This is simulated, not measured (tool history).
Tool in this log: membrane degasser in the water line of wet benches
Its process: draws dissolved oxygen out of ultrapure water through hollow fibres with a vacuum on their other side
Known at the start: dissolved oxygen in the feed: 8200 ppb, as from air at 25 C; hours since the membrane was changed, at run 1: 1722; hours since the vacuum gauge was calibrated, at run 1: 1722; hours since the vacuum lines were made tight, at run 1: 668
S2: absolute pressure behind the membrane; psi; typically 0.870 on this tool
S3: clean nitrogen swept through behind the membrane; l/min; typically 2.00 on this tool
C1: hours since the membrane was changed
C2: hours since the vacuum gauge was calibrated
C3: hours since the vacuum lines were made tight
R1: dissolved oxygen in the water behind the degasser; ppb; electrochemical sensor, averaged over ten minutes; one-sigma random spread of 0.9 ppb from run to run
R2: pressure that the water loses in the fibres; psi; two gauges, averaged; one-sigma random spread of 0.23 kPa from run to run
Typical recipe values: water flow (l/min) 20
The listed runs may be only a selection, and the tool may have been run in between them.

{"run": 1, "hour": 0.0, "water flow (l/min)": 20, "S2": 0.87, "S3": 2.0, "C1": 1722, "C2": 1722, "C3": 668, "R1": 93.5, "R2": 8.595}
{"run": 2, "hour": 26.6, "water flow (l/min)": 20, "S2": 0.87, "S3": 2.0, "C1": 1749, "C2": 1749, "C3": 695, "R1": 93.7, "R2": 8.518}
{"run": 3, "hour": 63.4, "water flow (l/min)": 20, "S2": 0.87, "S3": 2.0, "C1": 1785, "C2": 1785, "C3": 731, "R1": 93.7, "R2": 8.569}
{"run": 4, "hour": 99.9, "water flow (l/min)": 20, "S2": 0.87, "S3": 2.0, "C1": 1822, "C2": 1822, "C3": 768, "R1": 93.8, "R2": 8.608}
{"run": 5, "hour": 144.8, "water flow (l/min)": 17, "S2": 0.87, "S3": 2.0, "C1": 1867, "C2": 1867, "C3": 813, "R1": 71.1, "R2": 7.217}
{"run": 6, "hour": 180.5, "water flow (l/min)": 32, "S2": 0.87, "S3": 2.0, "C1": 1902, "C2": 1902, "C3": 848, "R1": 211.8, "R2": 13.789}
{"run": 7, "hour": 214.6, "water flow (l/min)": 32, "S2": 0.545, "S3": 2.0, "C1": 1937, "C2": 1937, "C3": 883, "R1": 133.6, "R2": 13.818}
{"run": 8, "hour": 241.5, "water flow (l/min)": 31, "S2": 0.87, "S3": 2.0, "C1": 1964, "C2": 1964, "C3": 910, "R1": 195.1, "R2": 13.291}
{"run": 9, "hour": 280.9, "water flow (l/min)": 31, "S2": 0.87, "S3": 2.0, "C1": 2003, "C2": 2003, "C3": 949, "R1": 201.0, "R2": 13.359}
{"run": 10, "hour": 301.1, "water flow (l/min)": 32, "S2": 0.87, "S3": 2.0, "C1": 2023, "C2": 2023, "C3": 969, "R1": 208.6, "R2": 13.77}
{"run": 11, "hour": 332.8, "water flow (l/min)": 32, "S2": 0.87, "S3": 2.0, "C1": 2055, "C2": 2055, "C3": 1001, "R1": 209.4, "R2": 13.839}
{"run": 12, "hour": 359.1, "water flow (l/min)": 32, "S2": 0.87, "S3": 2.0, "C1": 2081, "C2": 2081, "C3": 1027, "R1": 213.2, "R2": 13.803}
{"run": 13, "hour": 384.1, "water flow (l/min)": 20, "S2": 0.889, "S3": 2.0, "C1": 2106, "C2": 2106, "C3": 1052, "R1": 97.1, "R2": 8.644}
{"run": 14, "hour": 426.5, "water flow (l/min)": 13, "S2": 1.141, "S3": 2.08, "C1": 2149, "C2": 2149, "C3": 1094, "R1": 78.4, "R2": 5.61}
{"run": 15, "hour": 452.4, "water flow (l/min)": 14, "S2": 0.73, "S3": 2.0, "C1": 2174, "C2": 2174, "C3": 1120, "R1": 39.9, "R2": 5.994}
{"run": 16, "hour": 478.1, "water flow (l/min)": 14, "S2": 0.73, "S3": 2.0, "C1": 2200, "C2": 2200, "C3": 1146, "R1": 40.2, "R2": 6.057}
{"run": 17, "hour": 507.1, "water flow (l/min)": 25, "S2": 1.313, "S3": 2.01, "C1": 2229, "C2": 2229, "C3": 1175, "R1": 217.6, "R2": 10.781}
{"run": 18, "hour": 547.8, "water flow (l/min)": 18, "S2": 0.761, "S3": 2.92, "C1": 2270, "C2": 2270, "C3": 1216, "R1": 51.0, "R2": 7.76}
{"run": 19, "hour": 577.6, "water flow (l/min)": 20, "S2": 2.119, "S3": 1.78, "C1": 2300, "C2": 2300, "C3": 1246, "R1": 319.5, "R2": 8.624}
{"run": 20, "hour": 622.1, "water flow (l/min)": 20, "S2": 2.119, "S3": 2.79, "C1": 2344, "C2": 2344, "C3": 1290, "R1": 221.3, "R2": 8.699}
{"run": 21, "hour": 663.5, "water flow (l/min)": 20, "S2": 0.731, "S3": 2.81, "C1": 2386, "C2": 2386, "C3": 1331, "R1": 59.3, "R2": 8.681}
{"run": 22, "hour": 709.3, "water flow (l/min)": 23, "S2": 1.079, "S3": 3.3, "C1": 2431, "C2": 2431, "C3": 1377, "R1": 115.3, "R2": 9.973}
{"run": 23, "hour": 729.4, "water flow (l/min)": 20, "S2": 0.87, "S3": 3.5, "C1": 2451, "C2": 2451, "C3": 1397, "R1": 66.5, "R2": 8.682}

Consider 3 possible next runs. They are alternatives, not a sequence: every one starts from the tool as it was left by run 23. What does each give?
{"run": "A", "hour": 752.7, "water flow (l/min)": 20, "S2": 0.87, "S3": 0.83, "C1": 2475, "C2": 2475, "C3": 1421, "R1": "?", "R2": "?"}
{"run": "B", "hour": 752.7, "water flow (l/min)": 13, "S2": 1.043, "S3": 1.27, "C1": 2475, "C2": 2475, "C3": 1421, "R1": "?", "R2": "?"}
{"run": "C", "hour": 752.7, "water flow (l/min)": 12, "S2": 0.87, "S3": 3.5, "C1": 2475, "C2": 2475, "C3": 1421, "R1": "?", "R2": "?"}

run=A R1=180.0 R2=8.659
run=B R1=106.1 R2=5.649
run=C R1=28.6 R2=5.214
With the hidden condition removed and each run's random variation left untouched, the same runs would have given:
run=A R1=161.6 R2=8.311
run=B R1=98.2 R2=5.423
run=C R1=25.5 R2=5.004
